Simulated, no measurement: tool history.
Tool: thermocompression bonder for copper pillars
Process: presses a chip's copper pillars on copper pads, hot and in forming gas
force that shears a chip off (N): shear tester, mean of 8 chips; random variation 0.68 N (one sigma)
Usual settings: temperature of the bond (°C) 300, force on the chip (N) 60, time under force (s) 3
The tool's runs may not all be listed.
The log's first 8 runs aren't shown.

| run | hour | temperature of the bond (°C) | force on the chip (N) | time under force (s) | force that shears a chip off (N) |
|---|---|---|---|---|---|
| 9 | 87.4 | 300 | 60 | 8 | 61.2 |
| 10 | 96.2 | 300 | 86 | 3 | 61.2 |
| 11 | 108.5 | 300 | 42 | 3 | 32.6 |
| 12 | 117.3 | 300 | 42 | 3 | 33.3 |
| 13 | 127.7 | 300 | 60 | 3 | 46.1 |
| 14 | 136.2 | 300 | 60 | 3 | 46.4 |
| 15 | 148.8 | 300 | 60 | 3 | 46.3 |
| 16 | 157.5 | 300 | 60 | 3 | 46.5 |
| 17 | 166.2 | 300 | 60 | 3 | 45.9 |
| 18 | 172.9 | 300 | 60 | 3 | 45.7 |
| 19 | 181.5 | 300 | 60 | 3 | 46.8 |
| 20 | 196.6 | 300 | 60 | 3 | 46.7 |
| 21 | 210.2 | 300 | 60 | 3 | 47 |
| 22 | 224.7 | 300 | 61 | 3 | 46.8 |
| 23 | 238.2 | 300 | 60 | 6 | 57.2 |
| 24 | 252.7 | 303 | 46 | 5 | 44.3 |
| 25 | 265 | 296 | 60 | 8 | 60 |
| 26 | 272.4 | 296 | 60 | 8 | 60.7 |
| 27 | 280.8 | 296 | 60 | 8 | 59.8 |

Forecast run 28:
| 28 | 289.6 | 272 | 54 | 2 | ? |

{"run 28": {"force that shears a chip off (N)": 27}}
Without the tool's hidden state the same run would have given force that shears a chip off (N) 27.
